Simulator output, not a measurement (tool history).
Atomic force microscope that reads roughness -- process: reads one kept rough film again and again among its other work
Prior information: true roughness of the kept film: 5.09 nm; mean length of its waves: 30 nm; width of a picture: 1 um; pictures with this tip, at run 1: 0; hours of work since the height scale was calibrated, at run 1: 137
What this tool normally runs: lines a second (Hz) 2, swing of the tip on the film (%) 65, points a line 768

run    hour  lines a second (Hz)  swing of the tip on the film (%)  points a line  pictures with this tip  hours of work since the height scale was calibrated  roughness of the kept film (nm (root mean square))
  1       0                    2                                65            768                       0                                                  137                                               4.256
  2    63.6                    2                                65            768                      87                                                  165                                               3.892
  3   130.7                    2                                65            768                     178                                                  196                                               3.608
  4   181.2                    2                                65            768                     247                                                  219                                               3.365
      258.4  -- new tip fitted
  5     264                    2                                65            768                       7                                                  256                                               4.185
  6   342.7                    2                                65            768                     114                                                  291                                               3.754
  7   377.5                    2                                65            768                     162                                                  307                                               3.582
  8   455.6                 1.62                                65            768                     268                                                  342                                               3.301
  9   511.7                 1.62                                65            768                     345                                                  368                                               3.089
      518.2  -- new tip fitted
 10     558                 1.62                                65            768                      54                                                  388                                                 4.1
 11   638.6                 1.62                                65            768                     164                                                  425                                               3.657
 12   721.5                 1.62                                65            768                     277                                                  462                                               3.301
      781.1  -- new tip fitted
 13   788.2                 1.62                                65            768                      10                                                  492                                               4.234
 14   848.4                 1.62                                65            768                      92                                                  520                                               3.883
 15   889.9                 1.62                                65            768                     148                                                  538                                               3.697
 16   946.4                    2                                65            768                     225                                                  564                                               3.411
 17  1023.4                    2                                65            504                     330                                                  599                                               3.103
     1037.6  -- new tip fitted
 18  1059.2                    2                                65            751                      29                                                  615                                               4.075
 19  1130.4                    2                                65            751                     126                                                  647                                               3.719
 20  1191.5                    2                                65            751                     209                                                  674                                               3.465
 21  1236.5                    2                                65            751                     271                                                  695                                                3.29
     1295.2  -- new tip fitted
 22  1322.3                    2                                78            768                      37                                                  733                                               3.798
 23  1383.4                    2                                78            768                     120                                                  761                                               3.466
 24  1426.2                    2                                65            706                     178                                                  780                                               3.555
 25  1504.2                    2                                65            706                     285                                                  816                                               3.265
     1552.5  -- new tip fitted
 26  1583.3                    2                                65            706                      42                                                  851                                               4.018
 27  1621.3                    2                                65            706                      93                                                  868                                               3.809
 28  1678.5                    2                                65            706                     171                                                  894                                               3.534
 29  1722.9                    2                                65            706                     232                                                  914                                               3.381
 30    1797                    2                                76            749                     333                                                  948                                               2.919
     1809.7  -- new tip fitted
 31  1842.1                    2                                76            749                      45                                                  968                                               3.811
 32  1900.3                    2                                76            735                     124                                                  994                                               3.493
 33  1961.1                 1.48                                76            511                     207                                                 1022                                               3.368
 34  2021.5                 1.48                                76            511                     289                                                 1049                                               3.123
 35  2057.4                 2.23                                71            515                     338                                                 1065                                                2.98
     2065.2  -- new tip fitted
 36  2093.8                 2.23                                71            515                      39                                                 1082                                               3.881
 37  2150.2                 2.17                                66            357                     116                                                 1107                                               3.677
 38  2219.1                 2.95                                77            268                     209                                                 1138                                               3.023
 39  2259.6                 2.95                                77            268                     265                                                 1157                                               2.871
 40  2299.4                 2.95                                77            268                     319                                                 1175                                                2.75
     2322.9  -- new tip fitted
 41  2383.9                 0.81                                65            983                      83                                                 1212                                               4.028
 42  2418.2                 0.81                                65            983                     130                                                 1228                                               3.887
 43  2467.1                 2.51                                62            768                     197                                                 1250                                               3.452
 44  2530.1                 2.51                                62            768                     282                                                 1279                                               3.235
     2581.2  -- new tip fitted
 45  2603.7                 2.51                                62            768                      31                                                 1312                                               4.035
 46  2650.4                 2.51                                62            768                      94                                                 1333                                               3.796
 47  2730.6                 1.12                                68            375                     204                                                 1369                                               3.509
 48  2781.4                 1.12                                64            375                     273                                                 1392                                               3.319
     2841.8  -- new tip fitted
 49  2857.6                 3.28                                64            264                      22                                                 1426                                               3.898
 50  2940.8                    2                                65            275                     135                                                 1464                                               3.617
 51  3021.1                    2                                65            724                     245                                                 1500                                               3.355

What if the next run were any one of these 3? Each begins from the tool's condition after run 51:
  A  3072.5                    2                                69            724                     315                                                 1523                                                   ?
  B  3072.5                 2.07                                84            461                     315                                                 1523                                                   ?
  C  3072.5                    2                                65            537                     315                                                 1523                                                   ?

run  roughness of the kept film (nm (root mean square))
  A                                               3.104
  B                                               2.788
  C                                               3.143
What these runs would have given with no unlogged condition in the tool:
run  roughness of the kept film (nm (root mean square))
  A                                               4.198
  B                                               3.771
  C                                                4.25

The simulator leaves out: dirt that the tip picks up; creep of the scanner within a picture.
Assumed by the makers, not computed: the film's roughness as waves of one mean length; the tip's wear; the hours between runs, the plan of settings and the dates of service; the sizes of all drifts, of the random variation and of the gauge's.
